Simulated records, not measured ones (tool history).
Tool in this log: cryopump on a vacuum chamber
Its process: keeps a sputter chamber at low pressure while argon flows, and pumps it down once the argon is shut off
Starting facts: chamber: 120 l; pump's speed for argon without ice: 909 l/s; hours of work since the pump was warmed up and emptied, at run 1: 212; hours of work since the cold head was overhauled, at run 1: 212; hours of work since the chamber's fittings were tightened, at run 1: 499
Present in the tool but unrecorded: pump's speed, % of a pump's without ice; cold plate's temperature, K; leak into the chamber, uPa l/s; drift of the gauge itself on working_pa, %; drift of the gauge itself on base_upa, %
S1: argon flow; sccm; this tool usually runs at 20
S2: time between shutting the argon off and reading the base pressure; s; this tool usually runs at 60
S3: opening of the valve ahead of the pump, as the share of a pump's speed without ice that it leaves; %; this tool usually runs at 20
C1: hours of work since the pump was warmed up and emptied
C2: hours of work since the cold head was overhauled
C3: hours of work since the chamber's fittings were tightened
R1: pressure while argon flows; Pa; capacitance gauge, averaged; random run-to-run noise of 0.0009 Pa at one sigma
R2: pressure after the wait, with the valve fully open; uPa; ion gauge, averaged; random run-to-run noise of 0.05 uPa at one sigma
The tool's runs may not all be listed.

{"run": 1, "hour": 0.0, "S1": 20, "S2": 60, "S3": 20, "C1": 212, "C2": 212, "C3": 499, "R1": 0.1891, "R2": 3.15}
{"run": 2, "hour": 33.7, "S1": 20, "S2": 60, "S3": 20, "C1": 239, "C2": 239, "C3": 526, "R1": 0.1891, "R2": 3.22}
{"run": 3, "hour": 97.6, "S1": 20, "S2": 60, "S3": 20, "C1": 290, "C2": 290, "C3": 578, "R1": 0.1909, "R2": 3.31}
{"run": 4, "hour": 137.5, "S1": 20, "S2": 60, "S3": 18, "C1": 322, "C2": 322, "C3": 610, "R1": 0.213, "R2": 3.26}
{"run": 5, "hour": 201.5, "S1": 20, "S2": 60, "S3": 18, "C1": 373, "C2": 373, "C3": 661, "R1": 0.2161, "R2": 3.36}
{"run": 6, "hour": 238.3, "S1": 20, "S2": 60, "S3": 20, "C1": 403, "C2": 403, "C3": 691, "R1": 0.1945, "R2": 3.39}
{"run": 7, "hour": 292.9, "S1": 33, "S2": 60, "S3": 20, "C1": 447, "C2": 447, "C3": 734, "R1": 0.3221, "R2": 3.44}
{"run": 8, "hour": 357.4, "S1": 20, "S2": 60, "S3": 58, "C1": 499, "C2": 499, "C3": 786, "R1": 0.075, "R2": 3.43}
{"run": 9, "hour": 408.6, "S1": 22, "S2": 60, "S3": 20, "C1": 540, "C2": 540, "C3": 827, "R1": 0.2182, "R2": 3.36}
{"run": 10, "hour": 440.2, "S1": 22, "S2": 60, "S3": 20, "C1": 565, "C2": 565, "C3": 853, "R1": 0.2188, "R2": 3.47}
{"run": 11, "hour": 508.2, "S1": 22, "S2": 60, "S3": 20, "C1": 620, "C2": 620, "C3": 907, "R1": 0.2191, "R2": 3.49}
{"run": 12, "hour": 546.1, "S1": 22, "S2": 60, "S3": 20, "C1": 650, "C2": 650, "C3": 937, "R1": 0.223, "R2": 3.56}
{"run": 13, "hour": 602.7, "S1": 20, "S2": 60, "S3": 20, "C1": 695, "C2": 695, "C3": 983, "R1": 0.2032, "R2": 3.48}
{"run": 14, "hour": 632.5, "S1": 20, "S2": 230, "S3": 16, "C1": 719, "C2": 719, "C3": 1007, "R1": 0.2505, "R2": 1.54}
{"hour": 656.7, "done": "pump warmed up, emptied and cooled again"}
{"run": 15, "hour": 687.4, "S1": 20, "S2": 230, "S3": 16, "C1": 25, "C2": 759, "C3": 1047, "R1": 0.2325, "R2": 1.26}
{"run": 16, "hour": 755.3, "S1": 8, "S2": 38, "S3": 41, "C1": 79, "C2": 814, "C3": 1101, "R1": 0.0366, "R2": 4.93}
{"run": 17, "hour": 806.2, "S1": 11, "S2": 60, "S3": 28, "C1": 120, "C2": 855, "C3": 1142, "R1": 0.0746, "R2": 3.36}
{"run": 18, "hour": 839.3, "S1": 11, "S2": 60, "S3": 28, "C1": 147, "C2": 881, "C3": 1169, "R1": 0.0756, "R2": 3.42}
{"run": 19, "hour": 910.2, "S1": 16, "S2": 150, "S3": 17, "C1": 203, "C2": 938, "C3": 1226, "R1": 0.1781, "R2": 1.89}
{"run": 20, "hour": 974.6, "S1": 8, "S2": 72, "S3": 38, "C1": 255, "C2": 990, "C3": 1277, "R1": 0.0417, "R2": 3.04}
{"run": 21, "hour": 1015.7, "S1": 20, "S2": 60, "S3": 31, "C1": 288, "C2": 1023, "C3": 1310, "R1": 0.1266, "R2": 3.55}
{"run": 22, "hour": 1071.5, "S1": 20, "S2": 60, "S3": 31, "C1": 333, "C2": 1067, "C3": 1355, "R1": 0.1275, "R2": 3.51}
{"run": 23, "hour": 1139.8, "S1": 13, "S2": 60, "S3": 20, "C1": 388, "C2": 1122, "C3": 1410, "R1": 0.1266, "R2": 3.53}
{"run": 24, "hour": 1184.2, "S1": 20, "S2": 227, "S3": 20, "C1": 423, "C2": 1158, "C3": 1446, "R1": 0.1955, "R2": 1.58}
{"run": 25, "hour": 1247.2, "S1": 20, "S2": 227, "S3": 20, "C1": 474, "C2": 1208, "C3": 1496, "R1": 0.1952, "R2": 1.67}
{"run": 26, "hour": 1298.7, "S1": 8, "S2": 124, "S3": 42, "C1": 515, "C2": 1250, "C3": 1537, "R1": 0.041, "R2": 2.19}

Branching from run 26: 3 alternative next runs. What would each branch give?
{"run": "A", "hour": 1365.4, "S1": 29, "S2": 43, "S3": 26, "C1": 569, "C2": 1303, "C3": 1591, "R1": "?", "R2": "?"}
{"run": "B", "hour": 1365.4, "S1": 28, "S2": 117, "S3": 20, "C1": 569, "C2": 1303, "C3": 1591, "R1": "?", "R2": "?"}
{"run": "C", "hour": 1365.4, "S1": 28, "S2": 270, "S3": 20, "C1": 569, "C2": 1303, "C3": 1591, "R1": "?", "R2": "?"}

run=A R1=0.2264 R2=4.65
run=B R1=0.2776 R2=2.40
run=C R1=0.2794 R2=1.58
With no hidden state in the tool, these same runs would have given:
run=A R1=0.2069 R2=4.04
run=B R1=0.2588 R2=1.77
run=C R1=0.2605 R2=0.94
